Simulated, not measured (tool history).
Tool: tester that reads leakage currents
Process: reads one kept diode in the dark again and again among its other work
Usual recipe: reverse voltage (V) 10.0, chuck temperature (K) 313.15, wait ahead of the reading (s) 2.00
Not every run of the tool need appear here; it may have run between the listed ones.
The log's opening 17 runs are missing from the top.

run,day,reverse voltage (V),chuck temperature (K),wait ahead of the reading (s),current that the tester gives (pA)
# day 98.683: chuck's temperature calibrated
18,103.796,6.6,313.15,2.00,291.09
19,109.079,10.0,313.15,2.00,346.44
# day 112.342: chuck's temperature calibrated, once more
20,113.383,10.0,313.15,2.00,302.08
21,121.767,6.5,310.15,5.98,203.07
22,130.338,1.2,307.15,2.00,81.68
23,138.450,1.2,307.15,2.00,81.94
24,146.967,2.6,313.15,2.00,175.30
25,153.862,6.8,328.15,3.47,727.01
26,160.533,18.0,298.15,0.45,156.61
27,164.746,10.0,313.15,0.58,316.37
28,168.554,3.8,299.15,1.14,76.10
29,172.733,1.4,318.15,9.42,197.01
30,177.271,1.4,318.15,9.42,198.07
31,182.983,1.4,318.15,9.42,199.31
32,187.329,1.4,318.15,9.42,198.94
33,191.171,1.4,318.15,9.42,199.84
34,197.162,5.6,323.15,1.00,499.11
35,203.200,10.0,326.15,2.00,776.18
# day 204.554: probe card cleaned and baked
36,210.929,10.0,326.15,2.00,753.36
37,218.438,3.0,302.15,7.87,81.49
38,226.175,4.9,320.15,6.52,380.63
39,231.350,4.9,320.15,6.52,378.28

Alternative continuations, all from the tool just after run 39; predict every row:
A,238.479,2.0,318.15,2.00,?
B,238.479,4.9,320.15,5.79,?
C,238.479,6.2,310.15,1.12,?

run,current that the tester gives (pA)
A,230.88
B,384.20
C,205.17
Take away the tool's hidden state, keep each run's random variation, and the runs would have read:
run,current that the tester gives (pA)
A,221.03
B,367.54
C,194.38
